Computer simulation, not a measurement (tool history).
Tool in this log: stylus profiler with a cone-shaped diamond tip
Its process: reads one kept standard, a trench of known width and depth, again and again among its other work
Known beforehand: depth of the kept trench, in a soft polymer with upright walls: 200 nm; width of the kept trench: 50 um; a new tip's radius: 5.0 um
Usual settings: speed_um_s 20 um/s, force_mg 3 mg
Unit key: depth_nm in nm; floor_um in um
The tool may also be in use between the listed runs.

run	hour	speed_um_s	force_mg	depth_nm	floor_um
1	0	20	3	201.26	47.08
2	30.8	20	3	201.14	47.1
3	87.1	20	3	201.23	47.12
4	142.2	20	3	201.36	47.09
5	176.8	20	3	201.28	47.1
6	235.6	20	3	201.18	47.12
7	295.8	63	3	201.15	46.93
8	340.6	20	3	201.11	47.07
9	394.6	20	4.2	201.46	47.1
10	451.6	20	4.2	201.61	47.1
11	502.6	20	4.2	201.42	47.11
12	533	20	4.2	201.58	47.15
13	567.7	20	4.2	201.55	47.11
14	605	20	4.2	201.52	47.1
15	639.1	12	3	201.24	47.14
16	693.9	20	1.22	200.62	47.06
17	724.5	34	4.14	201.54	47.08
18	777.9	40	5.62	201.88	47.02
19	822.1	18	4.26	201.37	47.13
20	881.2	18	4.26	201.54	47.1
21	939.8	17	1.65	200.86	47.14
22	986	12	1.65	200.88	47.16

What will run 23 give?
23	1011	12	1.65	?	?

{"run 23": {"depth_nm": 200.74, "floor_um": 47.11}}
Had the tool carried no hidden state, the very same run would have given depth_nm 200.75 nm, floor_um 47.12 um.
